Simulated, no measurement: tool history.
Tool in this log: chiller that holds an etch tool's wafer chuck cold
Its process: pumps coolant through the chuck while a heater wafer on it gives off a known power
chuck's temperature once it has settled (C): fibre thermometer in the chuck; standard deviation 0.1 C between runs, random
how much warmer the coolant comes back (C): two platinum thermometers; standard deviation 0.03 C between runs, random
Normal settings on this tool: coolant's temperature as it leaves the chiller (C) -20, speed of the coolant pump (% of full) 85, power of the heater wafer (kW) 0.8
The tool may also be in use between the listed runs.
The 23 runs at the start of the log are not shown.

| run | hour | coolant's temperature as it leaves the chiller (C) | speed of the coolant pump (% of full) | power of the heater wafer (kW) | chuck's temperature once it has settled (C) | how much warmer the coolant comes back (C) |
|---|---|---|---|---|---|---|
| 24 | 1648.6 | -15 | 85 | 0.8 | -4.8 | 1.86 |
|  | 1711.1 | coolant pump overhauled, once more |
| 25 | 1738.6 | -29 | 70 | 0.625 | -20.7 | 1.57 |
| 26 | 1828.1 | -20 | 65 | 0.8 | -8.7 | 2.23 |
| 27 | 1895.7 | -20 | 78 | 0.786 | -10.1 | 1.81 |
| 28 | 1972.3 | -28 | 67 | 0.968 | -14.7 | 2.6 |
| 29 | 2057.1 | -20 | 85 | 0.561 | -13.2 | 1.17 |
| 30 | 2138 | -20 | 85 | 0.561 | -13.2 | 1.22 |
| 31 | 2212.2 | -17 | 85 | 0.548 | -10.2 | 1.16 |
| 32 | 2255.6 | -16 | 79 | 0.872 | -4.9 | 1.96 |

Each row is a separate what-if for the run after 32, all from the same tool condition, not one after another. Results?
| A | 2295.7 | -14 | 65 | 0.872 | ? | ? |
| B | 2295.7 | -16 | 86 | 1.131 | ? | ? |
| C | 2295.7 | -16 | 81 | 0.686 | ? | ? |
| D | 2295.7 | -16 | 64 | 0.872 | ? | ? |

| run | chuck's temperature once it has settled (C) | how much warmer the coolant comes back (C) |
|---|---|---|
| A | -1.6 | 2.4 |
| B | -2.4 | 2.38 |
| C | -7.3 | 1.57 |
| D | -3.5 | 2.46 |
Without the tool's unlogged condition, the same runs would have read:
| run | chuck's temperature once it has settled (C) | how much warmer the coolant comes back (C) |
|---|---|---|
| A | -2.2 | 2.38 |
| B | -3 | 2.36 |
| C | -7.8 | 1.56 |
| D | -4.1 | 2.45 |

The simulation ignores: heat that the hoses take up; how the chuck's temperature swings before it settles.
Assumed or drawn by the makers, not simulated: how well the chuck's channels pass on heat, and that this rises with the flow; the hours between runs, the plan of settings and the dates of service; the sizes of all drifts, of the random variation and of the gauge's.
